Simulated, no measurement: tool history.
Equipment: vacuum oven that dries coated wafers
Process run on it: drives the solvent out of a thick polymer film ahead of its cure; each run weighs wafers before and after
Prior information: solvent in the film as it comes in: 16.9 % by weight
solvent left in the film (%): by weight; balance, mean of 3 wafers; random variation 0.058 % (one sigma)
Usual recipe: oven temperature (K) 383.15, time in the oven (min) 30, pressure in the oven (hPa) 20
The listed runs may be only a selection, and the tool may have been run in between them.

{"run": 1, "hour": 0.0, "oven temperature (K)": 383.15, "time in the oven (min)": 30, "pressure in the oven (hPa)": 20, "solvent left in the film (%)": 2.96}
{"run": 2, "hour": 27.3, "oven temperature (K)": 383.15, "time in the oven (min)": 30, "pressure in the oven (hPa)": 20, "solvent left in the film (%)": 2.96}
{"run": 3, "hour": 48.1, "oven temperature (K)": 383.15, "time in the oven (min)": 30, "pressure in the oven (hPa)": 20, "solvent left in the film (%)": 3.08}
{"run": 4, "hour": 73.5, "oven temperature (K)": 383.15, "time in the oven (min)": 30, "pressure in the oven (hPa)": 20, "solvent left in the film (%)": 2.98}
{"run": 5, "hour": 100.8, "oven temperature (K)": 383.15, "time in the oven (min)": 30, "pressure in the oven (hPa)": 20, "solvent left in the film (%)": 2.98}
{"run": 6, "hour": 125.6, "oven temperature (K)": 383.15, "time in the oven (min)": 30, "pressure in the oven (hPa)": 20, "solvent left in the film (%)": 2.99}
{"run": 7, "hour": 141.0, "oven temperature (K)": 383.15, "time in the oven (min)": 42, "pressure in the oven (hPa)": 20, "solvent left in the film (%)": 1.97}
{"run": 8, "hour": 157.8, "oven temperature (K)": 383.15, "time in the oven (min)": 16, "pressure in the oven (hPa)": 20, "solvent left in the film (%)": 5.82}
{"run": 9, "hour": 178.4, "oven temperature (K)": 383.15, "time in the oven (min)": 16, "pressure in the oven (hPa)": 20, "solvent left in the film (%)": 5.58}
{"run": 10, "hour": 194.9, "oven temperature (K)": 383.15, "time in the oven (min)": 30, "pressure in the oven (hPa)": 42.5, "solvent left in the film (%)": 4}
{"run": 11, "hour": 214.9, "oven temperature (K)": 383.15, "time in the oven (min)": 30, "pressure in the oven (hPa)": 42.5, "solvent left in the film (%)": 4.17}
{"run": 12, "hour": 240.7, "oven temperature (K)": 383.15, "time in the oven (min)": 30, "pressure in the oven (hPa)": 42.5, "solvent left in the film (%)": 4.17}
{"run": 13, "hour": 260.8, "oven temperature (K)": 383.15, "time in the oven (min)": 30, "pressure in the oven (hPa)": 48.1, "solvent left in the film (%)": 4.28}
{"run": 14, "hour": 274.6, "oven temperature (K)": 383.15, "time in the oven (min)": 30, "pressure in the oven (hPa)": 48.1, "solvent left in the film (%)": 4.39}
{"run": 15, "hour": 302.0, "oven temperature (K)": 383.15, "time in the oven (min)": 30, "pressure in the oven (hPa)": 48.1, "solvent left in the film (%)": 4.4}
{"run": 16, "hour": 318.3, "oven temperature (K)": 383.15, "time in the oven (min)": 30, "pressure in the oven (hPa)": 48.1, "solvent left in the film (%)": 4.39}
{"run": 17, "hour": 348.1, "oven temperature (K)": 383.15, "time in the oven (min)": 30, "pressure in the oven (hPa)": 48.1, "solvent left in the film (%)": 4.31}
{"run": 18, "hour": 366.0, "oven temperature (K)": 383.15, "time in the oven (min)": 30, "pressure in the oven (hPa)": 20, "solvent left in the film (%)": 3.08}
{"run": 19, "hour": 382.5, "oven temperature (K)": 383.15, "time in the oven (min)": 45, "pressure in the oven (hPa)": 20, "solvent left in the film (%)": 1.98}
{"run": 20, "hour": 396.9, "oven temperature (K)": 380.15, "time in the oven (min)": 30, "pressure in the oven (hPa)": 20, "solvent left in the film (%)": 3.75}
{"run": 21, "hour": 409.6, "oven temperature (K)": 380.15, "time in the oven (min)": 30, "pressure in the oven (hPa)": 20, "solvent left in the film (%)": 3.69}
{"run": 22, "hour": 438.3, "oven temperature (K)": 380.15, "time in the oven (min)": 30, "pressure in the oven (hPa)": 20, "solvent left in the film (%)": 3.73}
{"run": 23, "hour": 465.6, "oven temperature (K)": 395.15, "time in the oven (min)": 25, "pressure in the oven (hPa)": 20, "solvent left in the film (%)": 1.7}
{"run": 24, "hour": 482.1, "oven temperature (K)": 395.15, "time in the oven (min)": 25, "pressure in the oven (hPa)": 20, "solvent left in the film (%)": 1.59}
{"run": 25, "hour": 500.1, "oven temperature (K)": 395.15, "time in the oven (min)": 25, "pressure in the oven (hPa)": 14.7, "solvent left in the film (%)": 1.46}
{"run": 26, "hour": 524.1, "oven temperature (K)": 389.15, "time in the oven (min)": 25, "pressure in the oven (hPa)": 26.4, "solvent left in the film (%)": 2.72}
{"run": 27, "hour": 542.6, "oven temperature (K)": 396.15, "time in the oven (min)": 37, "pressure in the oven (hPa)": 26.3, "solvent left in the film (%)": 1.17}
{"run": 28, "hour": 567.4, "oven temperature (K)": 396.15, "time in the oven (min)": 37, "pressure in the oven (hPa)": 26.3, "solvent left in the film (%)": 1.09}
{"run": 29, "hour": 589.0, "oven temperature (K)": 393.15, "time in the oven (min)": 47, "pressure in the oven (hPa)": 26.3, "solvent left in the film (%)": 1.21}
{"run": 30, "hour": 614.9, "oven temperature (K)": 389.15, "time in the oven (min)": 35, "pressure in the oven (hPa)": 24.3, "solvent left in the film (%)": 1.86}
{"run": 31, "hour": 632.3, "oven temperature (K)": 389.15, "time in the oven (min)": 35, "pressure in the oven (hPa)": 24.3, "solvent left in the film (%)": 1.83}
{"run": 32, "hour": 645.9, "oven temperature (K)": 389.15, "time in the oven (min)": 30, "pressure in the oven (hPa)": 41.6, "solvent left in the film (%)": 2.94}
{"run": 33, "hour": 671.7, "oven temperature (K)": 383.15, "time in the oven (min)": 30, "pressure in the oven (hPa)": 68.1, "solvent left in the film (%)": 5.15}
{"run": 34, "hour": 686.3, "oven temperature (K)": 381.15, "time in the oven (min)": 21, "pressure in the oven (hPa)": 13, "solvent left in the film (%)": 4.74}
{"run": 35, "hour": 715.9, "oven temperature (K)": 381.15, "time in the oven (min)": 21, "pressure in the oven (hPa)": 13, "solvent left in the film (%)": 4.63}
{"run": 36, "hour": 741.7, "oven temperature (K)": 381.15, "time in the oven (min)": 52, "pressure in the oven (hPa)": 67.1, "solvent left in the film (%)": 4.45}
{"run": 37, "hour": 758.2, "oven temperature (K)": 381.15, "time in the oven (min)": 52, "pressure in the oven (hPa)": 67.1, "solvent left in the film (%)": 4.59}
{"run": 38, "hour": 787.8, "oven temperature (K)": 381.15, "time in the oven (min)": 52, "pressure in the oven (hPa)": 67.1, "solvent left in the film (%)": 4.47}
{"run": 39, "hour": 809.0, "oven temperature (K)": 393.15, "time in the oven (min)": 38, "pressure in the oven (hPa)": 26.7, "solvent left in the film (%)": 1.45}
{"run": 40, "hour": 828.9, "oven temperature (K)": 393.15, "time in the oven (min)": 29, "pressure in the oven (hPa)": 37.7, "solvent left in the film (%)": 2.25}
{"run": 41, "hour": 853.6, "oven temperature (K)": 383.15, "time in the oven (min)": 41, "pressure in the oven (hPa)": 76.5, "solvent left in the film (%)": 5}
{"run": 42, "hour": 875.8, "oven temperature (K)": 383.15, "time in the oven (min)": 41, "pressure in the oven (hPa)": 76.5, "solvent left in the film (%)": 4.99}
{"run": 43, "hour": 892.0, "oven temperature (K)": 373.15, "time in the oven (min)": 17, "pressure in the oven (hPa)": 76.5, "solvent left in the film (%)": 10.5}

Branching from run 43: 5 alternative next runs. What would each branch give?
{"run": "A", "hour": 906.4, "oven temperature (K)": 377.15, "time in the oven (min)": 31, "pressure in the oven (hPa)": 39.9, "solvent left in the film (%)": "?"}
{"run": "B", "hour": 906.4, "oven temperature (K)": 374.15, "time in the oven (min)": 21, "pressure in the oven (hPa)": 20, "solvent left in the film (%)": "?"}
{"run": "C", "hour": 906.4, "oven temperature (K)": 394.15, "time in the oven (min)": 48, "pressure in the oven (hPa)": 13.7, "solvent left in the film (%)": "?"}
{"run": "D", "hour": 906.4, "oven temperature (K)": 373.15, "time in the oven (min)": 41, "pressure in the oven (hPa)": 76.5, "solvent left in the film (%)": "?"}
{"run": "E", "hour": 906.4, "oven temperature (K)": 395.15, "time in the oven (min)": 25, "pressure in the oven (hPa)": 76.5, "solvent left in the film (%)": "?"}

run=A solvent_left_in_the_film_(%)=5.25
run=B solvent_left_in_the_film_(%)=6.84
run=C solvent_left_in_the_film_(%)=0.63
run=D solvent_left_in_the_film_(%)=7.69
run=E solvent_left_in_the_film_(%)=3.58
Had the tool no hidden state, the same runs would have come out as:
run=A solvent_left_in_the_film_(%)=5.14
run=B solvent_left_in_the_film_(%)=6.75
run=C solvent_left_in_the_film_(%)=0.51
run=D solvent_left_in_the_film_(%)=7.57
run=E solvent_left_in_the_film_(%)=3.51

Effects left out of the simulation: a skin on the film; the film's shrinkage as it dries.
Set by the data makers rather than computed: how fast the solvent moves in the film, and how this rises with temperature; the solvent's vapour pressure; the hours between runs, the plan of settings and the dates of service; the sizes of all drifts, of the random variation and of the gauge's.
